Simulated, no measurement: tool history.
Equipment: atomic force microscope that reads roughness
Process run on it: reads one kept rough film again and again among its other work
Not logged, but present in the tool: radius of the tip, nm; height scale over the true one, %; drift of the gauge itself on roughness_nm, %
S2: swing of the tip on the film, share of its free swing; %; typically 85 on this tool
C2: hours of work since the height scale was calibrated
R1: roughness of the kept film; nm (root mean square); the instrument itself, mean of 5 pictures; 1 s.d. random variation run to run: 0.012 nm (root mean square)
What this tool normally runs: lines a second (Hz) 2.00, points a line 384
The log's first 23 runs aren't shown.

{"hour": 1203.4, "done": "new tip fitted"}
{"run": 24, "hour": 1215.1, "lines a second (Hz)": 0.62, "S2": 67, "points a line": 625, "pictures with this tip": 16, "C2": 222, "R1": 3.497}
{"run": 25, "hour": 1261.7, "lines a second (Hz)": 0.62, "S2": 67, "points a line": 625, "pictures with this tip": 77, "C2": 252, "R1": 3.239}
{"run": 26, "hour": 1299.3, "lines a second (Hz)": 0.62, "S2": 67, "points a line": 625, "pictures with this tip": 127, "C2": 276, "R1": 3.089}
{"run": 27, "hour": 1367.1, "lines a second (Hz)": 0.62, "S2": 67, "points a line": 625, "pictures with this tip": 216, "C2": 320, "R1": 2.825}
{"run": 28, "hour": 1419.5, "lines a second (Hz)": 0.62, "S2": 67, "points a line": 625, "pictures with this tip": 286, "C2": 354, "R1": 2.653}
{"hour": 1485.8, "done": "new tip fitted"}
{"run": 29, "hour": 1485.8, "lines a second (Hz)": 0.65, "S2": 65, "points a line": 295, "pictures with this tip": 0, "C2": 396, "R1": 3.447}
{"run": 30, "hour": 1556.1, "lines a second (Hz)": 2.0, "S2": 62, "points a line": 464, "pictures with this tip": 92, "C2": 441, "R1": 3.051}
{"run": 31, "hour": 1593.4, "lines a second (Hz)": 2.0, "S2": 62, "points a line": 464, "pictures with this tip": 142, "C2": 465, "R1": 2.895}
{"run": 32, "hour": 1665.7, "lines a second (Hz)": 2.0, "S2": 77, "points a line": 496, "pictures with this tip": 237, "C2": 511, "R1": 2.393}
{"run": 33, "hour": 1729.3, "lines a second (Hz)": 0.85, "S2": 85, "points a line": 384, "pictures with this tip": 321, "C2": 552, "R1": 2.367}
{"hour": 1770.3, "done": "new tip fitted"}
{"run": 34, "hour": 1784.3, "lines a second (Hz)": 0.85, "S2": 83, "points a line": 528, "pictures with this tip": 18, "C2": 587, "R1": 3.2}
{"run": 35, "hour": 1833.3, "lines a second (Hz)": 1.33, "S2": 76, "points a line": 313, "pictures with this tip": 83, "C2": 619, "R1": 2.92}
{"run": 36, "hour": 1883.3, "lines a second (Hz)": 0.73, "S2": 65, "points a line": 894, "pictures with this tip": 149, "C2": 651, "R1": 3.046}
{"run": 37, "hour": 1939.6, "lines a second (Hz)": 2.0, "S2": 72, "points a line": 724, "pictures with this tip": 223, "C2": 687, "R1": 2.547}
{"run": 38, "hour": 2000.9, "lines a second (Hz)": 2.0, "S2": 72, "points a line": 299, "pictures with this tip": 304, "C2": 726, "R1": 2.316}
{"hour": 2051.8, "done": "new tip fitted"}
{"run": 39, "hour": 2060.4, "lines a second (Hz)": 0.77, "S2": 85, "points a line": 326, "pictures with this tip": 11, "C2": 764, "R1": 3.23}
{"run": 40, "hour": 2098.9, "lines a second (Hz)": 0.77, "S2": 85, "points a line": 326, "pictures with this tip": 62, "C2": 789, "R1": 3.034}
{"run": 41, "hour": 2130.8, "lines a second (Hz)": 0.62, "S2": 85, "points a line": 998, "pictures with this tip": 104, "C2": 810, "R1": 3.037}
{"run": 42, "hour": 2162.5, "lines a second (Hz)": 1.33, "S2": 75, "points a line": 369, "pictures with this tip": 146, "C2": 830, "R1": 2.778}
{"run": 43, "hour": 2199.7, "lines a second (Hz)": 1.04, "S2": 74, "points a line": 489, "pictures with this tip": 195, "C2": 854, "R1": 2.761}
{"run": 44, "hour": 2238.4, "lines a second (Hz)": 2.0, "S2": 84, "points a line": 604, "pictures with this tip": 246, "C2": 879, "R1": 2.237}

Predict each of these 4 candidate next runs independently; none follows another, all start after run 44:
{"run": "A", "hour": 2283.2, "lines a second (Hz)": 3.87, "S2": 63, "points a line": 384, "pictures with this tip": 306, "C2": 907, "R1": "?"}
{"run": "B", "hour": 2283.2, "lines a second (Hz)": 1.71, "S2": 71, "points a line": 928, "pictures with this tip": 306, "C2": 907, "R1": "?"}
{"run": "C", "hour": 2283.2, "lines a second (Hz)": 2.0, "S2": 80, "points a line": 537, "pictures with this tip": 306, "C2": 907, "R1": "?"}
{"run": "D", "hour": 2283.2, "lines a second (Hz)": 2.0, "S2": 57, "points a line": 715, "pictures with this tip": 306, "C2": 907, "R1": "?"}

run=A R1=2.290
run=B R1=2.426
run=C R1=2.213
run=D R1=2.561
What these runs would have given with no unlogged condition in the tool:
run=A R1=3.120
run=B R1=3.308
run=C R1=3.015
run=D R1=3.491

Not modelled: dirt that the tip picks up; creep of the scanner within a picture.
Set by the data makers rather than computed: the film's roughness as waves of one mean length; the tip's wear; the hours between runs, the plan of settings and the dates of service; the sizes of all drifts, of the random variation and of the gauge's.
